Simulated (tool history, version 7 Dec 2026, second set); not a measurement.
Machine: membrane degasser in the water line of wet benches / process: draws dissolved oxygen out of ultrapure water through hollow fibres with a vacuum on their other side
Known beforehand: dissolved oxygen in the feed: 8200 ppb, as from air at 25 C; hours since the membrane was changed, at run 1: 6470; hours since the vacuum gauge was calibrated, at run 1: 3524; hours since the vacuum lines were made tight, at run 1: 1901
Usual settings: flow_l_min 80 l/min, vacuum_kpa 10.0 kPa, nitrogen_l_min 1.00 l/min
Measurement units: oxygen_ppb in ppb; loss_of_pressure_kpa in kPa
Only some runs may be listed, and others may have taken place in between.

| run | day | flow_l_min | vacuum_kpa | nitrogen_l_min | hours since the membrane was changed | hours since the vacuum gauge was calibrated | hours since the vacuum lines were made tight | oxygen_ppb | loss_of_pressure_kpa |
|---|---|---|---|---|---|---|---|---|---|
| 1 | 0.000 | 80 | 10.0 | 1.00 | 6470 | 3524 | 1901 | 943.3 | 44.16 |
| 2 | 3.208 | 80 | 10.0 | 1.00 | 6547 | 3601 | 1978 | 944.3 | 44.24 |
| 3 | 10.650 | 80 | 10.0 | 0.93 | 6726 | 3780 | 2157 | 983.3 | 44.13 |
| 4 | 17.442 | 80 | 10.0 | 0.50 | 6889 | 3943 | 2320 | 1350.5 | 44.25 |
| 5 | 21.908 | 80 | 10.0 | 0.50 | 6996 | 4050 | 2427 | 1354.1 | 44.27 |
| 6 | 28.942 | 80 | 10.0 | 0.50 | 7165 | 4219 | 2596 | 1348.0 | 45.02 |
| 7 | 36.158 | 80 | 10.0 | 0.50 | 7338 | 4392 | 2769 | 1361.0 | 44.42 |
| 8 | 39.400 | 80 | 10.0 | 0.73 | 7416 | 4470 | 2847 | 1121.8 | 44.99 |
| 9 | 44.688 | 80 | 10.0 | 0.73 | 7543 | 4597 | 2974 | 1134.2 | 44.86 |
| 10 | 51.879 | 80 | 10.0 | 0.73 | 7715 | 4769 | 3146 | 1128.7 | 45.21 |
| 11 | 55.896 | 80 | 8.0 | 1.00 | 7812 | 4866 | 3243 | 730.0 | 44.93 |
| 12 | 61.138 | 80 | 8.0 | 1.00 | 7937 | 4991 | 3368 | 734.1 | 45.05 |
| 13 | 68.350 | 80 | 8.0 | 1.00 | 8111 | 5164 | 3541 | 731.1 | 45.41 |
|  | 71.175 | membrane cartridge changed |
| 14 | 74.738 | 80 | 11.4 | 1.00 | 85 | 5314 | 3691 | 1076.4 | 40.24 |
| 15 | 80.292 | 80 | 10.0 | 1.00 | 219 | 5447 | 3824 | 922.6 | 40.34 |
| 16 | 83.833 | 66 | 10.0 | 1.00 | 304 | 5532 | 3909 | 793.3 | 33.17 |
|  | 84.592 | vacuum gauge calibrated |
| 17 | 88.192 | 66 | 10.0 | 1.00 | 408 | 86 | 4013 | 776.3 | 33.33 |
| 18 | 95.667 | 82 | 12.7 | 1.00 | 587 | 266 | 4193 | 1219.0 | 41.40 |
|  | 96.604 | seals of the vacuum lines changed |
| 19 | 100.121 | 88 | 10.0 | 1.00 | 692 | 371 | 84 | 979.4 | 44.50 |
| 20 | 105.104 | 85 | 10.0 | 1.00 | 812 | 490 | 204 | 953.2 | 42.83 |
| 21 | 110.196 | 85 | 10.0 | 1.00 | 934 | 612 | 326 | 954.7 | 43.31 |
| 22 | 115.525 | 85 | 10.0 | 1.00 | 1062 | 740 | 454 | 952.5 | 42.96 |
| 23 | 122.371 | 72 | 10.0 | 0.61 | 1226 | 905 | 618 | 1108.2 | 36.70 |
| 24 | 128.796 | 72 | 10.0 | 0.61 | 1380 | 1059 | 773 | 1105.8 | 36.91 |
| 25 | 132.333 | 58 | 6.7 | 2.32 | 1465 | 1144 | 858 | 210.1 | 29.83 |
| 26 | 137.604 | 101 | 6.7 | 2.32 | 1592 | 1270 | 984 | 447.1 | 51.55 |
| 27 | 140.879 | 101 | 6.7 | 2.32 | 1670 | 1349 | 1063 | 443.5 | 51.87 |
| 28 | 147.404 | 101 | 6.7 | 2.32 | 1827 | 1505 | 1219 | 448.2 | 51.63 |
| 29 | 151.512 | 101 | 6.7 | 2.32 | 1926 | 1604 | 1318 | 449.1 | 51.84 |
| 30 | 155.204 | 121 | 9.2 | 2.32 | 2014 | 1693 | 1406 | 804.4 | 62.93 |
| 31 | 162.283 | 121 | 9.2 | 2.32 | 2184 | 1863 | 1576 | 805.3 | 62.35 |
| 32 | 167.154 | 80 | 14.7 | 1.15 | 2301 | 1979 | 1693 | 1302.5 | 41.32 |

Had the tool no unlogged condition, and each run kept its random variation, what would the results have been?
Unlogged tool condition in this case: membrane still open, %; true pressure behind the membrane over the reading, kPa; air that leaks in behind the membrane, l/min; drift of the gauge itself on oxygen_ppb, %; drift of the gauge itself on loss_of_pressure_kpa, %.
| run | oxygen_ppb | loss_of_pressure_kpa |
|---|---|---|
| 1 | 898.2 | 40.19 |
| 2 | 898.7 | 40.24 |
| 3 | 936.2 | 40.02 |
| 4 | 1302.8 | 40.03 |
| 5 | 1305.7 | 39.99 |
| 6 | 1298.7 | 40.60 |
| 7 | 1310.2 | 39.90 |
| 8 | 1069.6 | 40.40 |
| 9 | 1080.4 | 40.19 |
| 10 | 1073.9 | 40.41 |
| 11 | 669.9 | 40.10 |
| 12 | 672.6 | 40.14 |
| 13 | 668.4 | 40.38 |
| 14 | 1058.8 | 40.20 |
| 15 | 903.0 | 40.23 |
| 16 | 774.9 | 33.03 |
| 17 | 777.9 | 33.14 |
| 18 | 1221.3 | 41.07 |
| 19 | 974.8 | 44.09 |
| 20 | 948.0 | 42.35 |
| 21 | 948.7 | 42.77 |
| 22 | 945.7 | 42.34 |
| 23 | 1102.6 | 36.09 |
| 24 | 1099.5 | 36.23 |
| 25 | 205.9 | 29.24 |
| 26 | 431.9 | 50.44 |
| 27 | 427.5 | 50.69 |
| 28 | 430.5 | 50.35 |
| 29 | 430.3 | 50.48 |
| 30 | 778.8 | 61.22 |
| 31 | 777.6 | 60.51 |
| 32 | 1290.4 | 40.03 |
